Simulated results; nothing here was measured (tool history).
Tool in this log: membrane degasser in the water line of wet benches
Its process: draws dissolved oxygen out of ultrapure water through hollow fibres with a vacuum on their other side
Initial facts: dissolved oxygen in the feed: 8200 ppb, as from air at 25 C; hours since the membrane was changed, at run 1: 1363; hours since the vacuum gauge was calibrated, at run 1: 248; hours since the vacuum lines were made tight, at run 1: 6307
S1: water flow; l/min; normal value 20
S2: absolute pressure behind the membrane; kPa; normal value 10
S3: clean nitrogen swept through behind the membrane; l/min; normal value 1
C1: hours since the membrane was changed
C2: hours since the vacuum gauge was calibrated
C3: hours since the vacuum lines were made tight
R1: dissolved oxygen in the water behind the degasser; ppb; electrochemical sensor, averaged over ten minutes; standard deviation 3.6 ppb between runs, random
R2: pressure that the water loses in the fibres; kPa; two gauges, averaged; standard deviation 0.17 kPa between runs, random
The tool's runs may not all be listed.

Run 1, hour 0: usual settings; C1 1363; C2 248; C3 6307. Result: R1 364.5 ppb, R2 25.76 kPa.
Run 2, hour 33.4: usual settings; C1 1397; C2 281; C3 6341. Result: R1 366.8 ppb, R2 26.03 kPa.
Run 3, hour 77.9: usual settings; C1 1441; C2 326; C3 6385. Result: R1 365 ppb, R2 25.91 kPa.
Run 4, hour 113.4: usual settings; C1 1477; C2 361; C3 6421. Result: R1 360.1 ppb, R2 25.87 kPa.
Run 5, hour 147.7: usual settings but S1 25 l/min; C1 1511; C2 396; C3 6455. Result: R1 446.1 ppb, R2 32.61 kPa.
Run 6, hour 194: usual settings but S1 25 l/min; C1 1557; C2 442; C3 6501. Result: R1 453.8 ppb, R2 32.72 kPa.
Run 7, hour 219.3: usual settings but S1 25 l/min; C1 1583; C2 467; C3 6527. Result: R1 460.2 ppb, R2 32.43 kPa.
Run 8, hour 260.4: usual settings but S1 25 l/min; C1 1624; C2 508; C3 6568. Result: R1 454.9 ppb, R2 32.48 kPa.
Run 9, hour 288.3: usual settings but S1 25 l/min; C1 1652; C2 536; C3 6596. Result: R1 456.4 ppb, R2 32.48 kPa.
Run 10, hour 307.5: usual settings but S1 27 l/min; C1 1671; C2 555; C3 6615. Result: R1 489 ppb, R2 35.34 kPa.
Run 11, hour 329.2: usual settings but S1 25 l/min, S2 9.1 kPa, S3 0.74 l/min; C1 1693; C2 577; C3 6636. Result: R1 490 ppb, R2 32.64 kPa.
Run 12, hour 364: usual settings but S1 25 l/min, S2 9.1 kPa, S3 0.74 l/min; C1 1727; C2 612; C3 6671. Result: R1 500.9 ppb, R2 32.41 kPa.
Run 13, hour 397: usual settings but S1 25 l/min, S2 9.1 kPa, S3 0.74 l/min; C1 1760; C2 645; C3 6704. Result: R1 486 ppb, R2 32.61 kPa.
Run 14, hour 417.5: usual settings but S2 20.1 kPa; C1 1781; C2 665; C3 6725. Result: R1 765.6 ppb, R2 25.85 kPa.
Run 15, hour 460.4: usual settings but S1 15 l/min, S2 16.5 kPa, S3 0.56 l/min; C1 1824; C2 708; C3 6768. Result: R1 725.2 ppb, R2 19.65 kPa.
Run 16, hour 501.4: usual settings but S1 19 l/min, S2 8.9 kPa, S3 2.09 l/min; C1 1865; C2 749; C3 6809. Result: R1 181.2 ppb, R2 25.04 kPa.
Run 17, hour 541.5: usual settings but S1 19 l/min, S2 8.9 kPa, S3 2.09 l/min; C1 1905; C2 789; C3 6849. Result: R1 183.2 ppb, R2 24.48 kPa.
Run 18, hour 586.7: usual settings but S2 7.9 kPa, S3 1.18 l/min; C1 1950; C2 835; C3 6894. Result: R1 243 ppb, R2 26.04 kPa.
Run 19, hour 610.7: usual settings but S1 19 l/min, S2 9.8 kPa, S3 1.07 l/min; C1 1974; C2 859; C3 6918. Result: R1 316.4 ppb, R2 24.78 kPa.

Predict each of these 4 candidate next runs independently; none follows another, all start after run 19:
Run A, hour 647.5: usual settings but S1 13 l/min, S2 18.2 kPa, S3 1.7 l/min; C1 2011; C2 895; C3 6955. Result: R1 ?, R2 ?.
Run B, hour 647.5: usual settings but S1 29 l/min, S2 7.2 kPa, S3 1.66 l/min; C1 2011; C2 895; C3 6955. Result: R1 ?, R2 ?.
Run C, hour 647.5: usual settings but S1 27 l/min, S2 13.4 kPa, S3 1.42 l/min; C1 2011; C2 895; C3 6955. Result: R1 ?, R2 ?.
Run D, hour 647.5: usual settings but S2 15.3 kPa; C1 2011; C2 895; C3 6955. Result: R1 ?, R2 ?.

run     R1     R2
  A    288  16.91
  B  297.1  37.44
  C  523.5  35.27
  D  572.5  25.77
Take away the tool's hidden state, keep each run's random variation, and the runs would have read:
run     R1     R2
  A  287.6   16.9
  B  296.8  37.42
  C  523.2  35.26
  D  572.1  25.76
